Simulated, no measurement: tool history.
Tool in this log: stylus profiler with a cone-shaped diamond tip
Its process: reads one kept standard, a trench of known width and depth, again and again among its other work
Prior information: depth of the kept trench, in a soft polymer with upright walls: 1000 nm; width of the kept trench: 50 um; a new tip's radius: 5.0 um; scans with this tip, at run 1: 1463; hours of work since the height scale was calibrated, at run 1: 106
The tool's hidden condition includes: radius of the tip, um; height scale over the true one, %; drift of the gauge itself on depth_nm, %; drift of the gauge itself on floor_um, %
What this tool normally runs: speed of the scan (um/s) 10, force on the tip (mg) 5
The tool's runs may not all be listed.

run,hour,speed of the scan (um/s),force on the tip (mg),scans with this tip,hours of work since the height scale was calibrated,depth of the trench (Å),width of the trench's floor (µm)
1,0,10,5,1463,106,10182.4,43.04
2,17,10,5,1570,113,10182.7,43
3,26.5,10,5,1629,118,10181.8,42.96
4,37.5,10,5,1699,123,10180.9,42.96
5,48.9,10,5,1771,128,10179.6,42.87
6,66.4,10,5,1881,136,10185.2,42.83
7,82.7,10,5,1984,143,10185,42.72
8,94.8,3,3.87,2060,149,10152.4,42.75
9,111.5,3,3.87,2165,156,10151.5,42.75
10,122.9,13,2.18,2237,161,10102.7,42.62
11,135.5,13,2.18,2316,167,10103.3,42.6
12,144.3,4,2.18,2372,171,10106.7,42.55

Consider 3 possible next runs. They are alternatives, not a sequence: every one starts from the tool as it was left by run 12. What does each give?
A,156.8,9,4.36,2451,177,?,?
B,156.8,4,4.68,2451,177,?,?
C,156.8,3,9.97,2451,177,?,?

run,depth of the trench (Å),width of the trench's floor (µm)
A,10166.6,42.44
B,10175.9,42.56
C,10291.3,42.56
Stripped of hidden state, with their random variation kept, the same runs would have yielded:
run,depth of the trench (Å),width of the trench's floor (µm)
A,10166.4,43.89
B,10175.7,44
C,10291.1,44.01
